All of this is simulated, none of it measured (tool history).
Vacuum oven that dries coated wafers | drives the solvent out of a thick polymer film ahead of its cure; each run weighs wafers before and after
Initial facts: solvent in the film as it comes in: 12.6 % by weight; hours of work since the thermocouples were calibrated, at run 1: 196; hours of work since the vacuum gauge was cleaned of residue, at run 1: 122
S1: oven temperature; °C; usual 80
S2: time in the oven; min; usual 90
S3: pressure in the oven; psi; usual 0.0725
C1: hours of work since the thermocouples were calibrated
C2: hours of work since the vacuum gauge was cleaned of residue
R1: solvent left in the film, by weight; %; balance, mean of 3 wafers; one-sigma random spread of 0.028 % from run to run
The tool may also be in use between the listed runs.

run	hour	S1	S2	S3	C1	C2	R1
1	0	80	90	0.0725	196	122	1.96
2	11.5	80	90	0.0725	201	127	2.02
3	26.2	80	90	0.0725	208	134	2
4	32.5	80	90	0.1633	211	137	2.85
5	43.8	80	90	0.1633	216	142	2.86
6	55.2	80	90	0.0734	221	147	2
7	68.6	80	90	0.0734	227	153	2
8	77.2	80	90	0.0734	231	157	2.02
9	89.3	80	90	0.0734	236	162	2.07
10	104.7	92	158	0.2719	243	169	1.77
11	112.6	80	63	0.0725	247	173	3.11
12	126.9	72	90	0.0725	253	179	3.61
13	141.8	72	102	0.2151	260	186	4.82

Some steps in R1 between neighbouring runs. How much of each would the tool show without its hidden state too (settings, what came in, random variation), and how much is left for the hidden state, with any gauge scatter that isn't in both results?
Hidden conditions of the tool in this case: true wafer temperature over the reading, C; true pressure over the reading, kPa; drift of the gauge itself on solvent_pct, %.
Run 10 -> 11: S1 92 -> 80, S2 158 -> 63, S3 0.2719 -> 0.0725. R1 +1.34 %: hidden state +0.13, all else +1.21.
